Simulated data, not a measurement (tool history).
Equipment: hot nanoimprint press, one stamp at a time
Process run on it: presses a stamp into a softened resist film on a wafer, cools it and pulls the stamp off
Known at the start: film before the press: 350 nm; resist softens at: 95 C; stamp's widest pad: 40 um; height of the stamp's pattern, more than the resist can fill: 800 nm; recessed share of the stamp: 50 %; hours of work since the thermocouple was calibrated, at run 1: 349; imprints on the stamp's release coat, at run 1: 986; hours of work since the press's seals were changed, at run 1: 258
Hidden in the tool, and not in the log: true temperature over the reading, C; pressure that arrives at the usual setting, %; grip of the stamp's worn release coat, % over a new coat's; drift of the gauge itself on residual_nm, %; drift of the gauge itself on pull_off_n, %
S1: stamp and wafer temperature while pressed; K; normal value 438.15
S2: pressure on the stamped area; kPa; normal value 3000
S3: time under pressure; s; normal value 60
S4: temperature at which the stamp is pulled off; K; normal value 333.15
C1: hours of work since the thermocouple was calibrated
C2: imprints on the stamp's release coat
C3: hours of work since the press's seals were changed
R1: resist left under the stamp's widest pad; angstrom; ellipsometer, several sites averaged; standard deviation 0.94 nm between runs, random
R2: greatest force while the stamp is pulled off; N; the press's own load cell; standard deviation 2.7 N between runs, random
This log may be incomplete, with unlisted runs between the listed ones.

run 1 day=0.000 | S1=438.15 S2=3000 S3=60 S4=333.15 | C1=349 C2=986 C3=258 | R1=1419 R2=157
run 2 day=0.738 | S1=438.15 S2=3000 S3=60 S4=326.15 | C1=356 C2=1013 C3=265 | R1=1421 R2=187
run 3 day=1.067 | S1=438.15 S2=3000 S3=60 S4=326.15 | C1=360 C2=1026 C3=268 | R1=1434 R2=189
run 4 day=1.838 | S1=438.15 S2=3000 S3=60 S4=326.15 | C1=367 C2=1055 C3=276 | R1=1391 R2=178
run 5 day=2.183 | S1=438.15 S2=3000 S3=79 S4=333.15 | C1=371 C2=1068 C3=279 | R1=1275 R2=164
run 6 day=2.858 | S1=438.15 S2=3000 S3=60 S4=325.15 | C1=377 C2=1093 C3=286 | R1=1413 R2=194
run 7 day=3.346 | S1=438.15 S2=3000 S3=60 S4=325.15 | C1=382 C2=1111 C3=291 | R1=1418 R2=199
run 8 day=3.692 | S1=438.15 S2=3000 S3=60 S4=328.15 | C1=385 C2=1124 C3=294 | R1=1448 R2=179
run 9 day=4.262 | S1=438.15 S2=3000 S3=60 S4=333.15 | C1=391 C2=1145 C3=300 | R1=1432 R2=158
run 10 day=4.888 | S1=438.15 S2=3000 S3=60 S4=333.15 | C1=397 C2=1169 C3=306 | R1=1428 R2=164
run 11 day=5.358 | S1=438.15 S2=3000 S3=60 S4=333.15 | C1=402 C2=1187 C3=311 | R1=1428 R2=170
run 12 day=5.679 | S1=438.15 S2=3000 S3=60 S4=333.15 | C1=405 C2=1199 C3=314 | R1=1419 R2=166
run 13 day=6.183 | S1=438.15 S2=3000 S3=60 S4=333.15 | C1=410 C2=1217 C3=319 | R1=1436 R2=163
run 14 day=6.558 | S1=438.15 S2=3000 S3=97 S4=333.15 | C1=413 C2=1231 C3=322 | R1=1206 R2=166
run 15 day=7.138 | S1=438.15 S2=3000 S3=60 S4=333.15 | C1=419 C2=1253 C3=328 | R1=1443 R2=158
run 16 day=7.517 | S1=438.15 S2=2320 S3=33 S4=321.15 | C1=423 C2=1267 C3=332 | R1=1984 R2=216
run 17 day=8.104 | S1=429.15 S2=1980 S3=117 S4=335.15 | C1=429 C2=1289 C3=338 | R1=2070 R2=162
run 18 day=8.450 | S1=429.15 S2=1980 S3=117 S4=335.15 | C1=432 C2=1302 C3=341 | R1=2077 R2=160
-- day=8.646 plate thermocouple calibrated
run 19 day=9.221 | S1=426.15 S2=3000 S3=60 S4=333.15 | C1=6 C2=1327 C3=347 | R1=2493 R2=169
-- day=9.812 stamp cleaned and given a new release coat
run 20 day=9.917 | S1=445.15 S2=1890 S3=60 S4=324.15 | C1=10 C2=4 C3=352 | R1=1323 R2=175
run 21 day=10.596 | S1=445.15 S2=1890 S3=60 S4=324.15 | C1=17 C2=30 C3=358 | R1=1310 R2=168
-- day=11.371 plate thermocouple calibrated, once more
run 22 day=11.454 | S1=445.15 S2=1890 S3=60 S4=324.15 | C1=1 C2=57 C3=365 | R1=1213 R2=172
run 23 day=11.879 | S1=445.15 S2=3110 S3=60 S4=324.15 | C1=5 C2=73 C3=370 | R1=952 R2=163
run 24 day=12.471 | S1=445.15 S2=3110 S3=60 S4=324.15 | C1=11 C2=95 C3=375 | R1=950 R2=170
run 25 day=12.846 | S1=445.15 S2=3110 S3=60 S4=324.15 | C1=14 C2=109 C3=379 | R1=939 R2=172
run 26 day=13.179 | S1=445.15 S2=3110 S3=60 S4=324.15 | C1=18 C2=122 C3=382 | R1=942 R2=168
run 27 day=13.671 | S1=449.15 S2=4060 S3=60 S4=333.15 | C1=23 C2=140 C3=387 | R1=681 R2=138
run 28 day=14.342 | S1=449.15 S2=4060 S3=60 S4=333.15 | C1=29 C2=165 C3=394 | R1=690 R2=141
run 29 day=14.838 | S1=446.15 S2=3000 S3=60 S4=333.15 | C1=34 C2=184 C3=399 | R1=927 R2=138
run 30 day=15.396 | S1=438.15 S2=2350 S3=52 S4=333.15 | C1=39 C2=205 C3=404 | R1=1619 R2=140

Take each entry between the runs: how does the hidden state at the last listed run before it differ from the hidden state at the first listed run after it?
Run 18 -> run 19: plate thermocouple calibrated (day 8.646)
  true temperature over the reading, C: -1.65 -> -1.85; pressure that arrives at the usual setting, %: 99.03 -> 99.02; grip of the stamp's worn release coat, % over a new coat's: 18.2 -> 18.6
  measured minus no-state result, R1: +153 -> +177 angstrom; R2: +30 -> +33 N
Run 19 -> run 20: stamp cleaned and given a new release coat (day 9.812)
  true temperature over the reading, C: -1.85 -> -1.86; pressure that arrives at the usual setting, %: 99.02 -> 99.01; grip of the stamp's worn release coat, % over a new coat's: 18.6 -> 0.1
  measured minus no-state result, R1: +177 -> +109 angstrom; R2: +33 -> +6 N
Run 21 -> run 22: plate thermocouple calibrated, once more (day 11.371)
  true temperature over the reading, C: -1.89 -> -0.04; pressure that arrives at the usual setting, %: 98.99 -> 98.97; grip of the stamp's worn release coat, % over a new coat's: 0.4 -> 0.8
  measured minus no-state result, R1: +109 -> +6 angstrom; R2: +7 -> +2 N
